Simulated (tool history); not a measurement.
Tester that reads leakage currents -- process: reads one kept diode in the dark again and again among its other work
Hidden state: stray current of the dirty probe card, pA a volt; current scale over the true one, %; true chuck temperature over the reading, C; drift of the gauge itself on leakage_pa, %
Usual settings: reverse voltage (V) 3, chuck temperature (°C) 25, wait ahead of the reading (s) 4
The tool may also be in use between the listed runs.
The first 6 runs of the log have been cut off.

| run | hour | reverse voltage (V) | chuck temperature (°C) | wait ahead of the reading (s) | hours of work since the probe card was cleaned | hours of work since the tester was calibrated | hours of work since the chuck was calibrated | current that the tester gives (pA) |
|---|---|---|---|---|---|---|---|---|
| 7 | 427 | 3 | 25 | 4 | 1458 | 2035 | 1253 | 84.79 |
| 8 | 491.3 | 3 | 25 | 4 | 1491 | 2068 | 1286 | 84.45 |
| 9 | 593.2 | 3 | 25 | 4 | 1543 | 2120 | 1338 | 85.3 |
| 10 | 654.2 | 3 | 25 | 4 | 1574 | 2151 | 1369 | 84.78 |
| 11 | 707.1 | 3 | 25 | 4 | 1601 | 2178 | 1396 | 85.05 |
|  | 788.4 | probe card cleaned and baked |
| 12 | 808.7 | 3.77 | 25 | 4 | 10 | 2228 | 1446 | 90.82 |
| 13 | 876.5 | 3 | 25 | 4 | 45 | 2263 | 1481 | 81.87 |
| 14 | 977.8 | 3 | 25 | 4 | 97 | 2314 | 1533 | 82.2 |
| 15 | 1061.1 | 3 | 25 | 4 | 139 | 2357 | 1575 | 82.08 |
| 16 | 1123.9 | 5.2 | 31 | 0.38 | 171 | 2389 | 1607 | 176.03 |
| 17 | 1190.4 | 5.2 | 31 | 0.38 | 205 | 2423 | 1641 | 177.1 |
| 18 | 1292 | 5.2 | 31 | 0.38 | 257 | 2474 | 1693 | 176.63 |
|  | 1301.7 | chuck's temperature calibrated |
| 19 | 1377.9 | 5.2 | 31 | 0.38 | 299 | 2517 | 39 | 182.58 |
| 20 | 1451.7 | 2.47 | 31 | 0.38 | 337 | 2555 | 76 | 128.6 |
| 21 | 1516.6 | 2.47 | 31 | 0.38 | 370 | 2588 | 110 | 128.52 |
|  | 1540.8 | chuck's temperature calibrated, once more |
| 22 | 1573.3 | 4.11 | 23 | 4 | 398 | 2616 | 17 | 75.92 |
| 23 | 1627.3 | 19.5 | 25 | 4 | 425 | 2643 | 44 | 186.41 |
| 24 | 1685.9 | 19.5 | 25 | 4 | 455 | 2673 | 74 | 187.01 |
| 25 | 1774.7 | 19.5 | 41 | 4 | 501 | 2718 | 119 | 654.88 |
| 26 | 1845.4 | 19.25 | 41 | 2.74 | 537 | 2754 | 155 | 650.16 |
| 27 | 1908.8 | 3 | 25 | 2.77 | 569 | 2787 | 188 | 78.29 |
|  | 1927.6 | tester calibrated |
| 28 | 1956.6 | 12.7 | 50 | 2.49 | 592 | 15 | 211 | 1062.86 |
| 29 | 2034.5 | 19.2 | 50 | 1.34 | 632 | 54 | 251 | 1286.65 |
| 30 | 2126.5 | 1.88 | 41 | 7.49 | 679 | 101 | 297 | 230.83 |

Predict each of these 3 candidate next runs independently; none follows another, all start after run 30:
| A | 2226.2 | 13.02 | 21 | 1.72 | 730 | 152 | 348 | ? |
| B | 2226.2 | 9.39 | 53 | 4.52 | 730 | 152 | 348 | ? |
| C | 2226.2 | 18.17 | 26 | 2.35 | 730 | 152 | 348 | ? |

| run | current that the tester gives (pA) |
|---|---|
| A | 120.16 |
| B | 1150.63 |
| C | 207.79 |
What these runs would have given with no unlogged condition in the tool:
| run | current that the tester gives (pA) |
|---|---|
| A | 112.28 |
| B | 1137.66 |
| C | 196.54 |
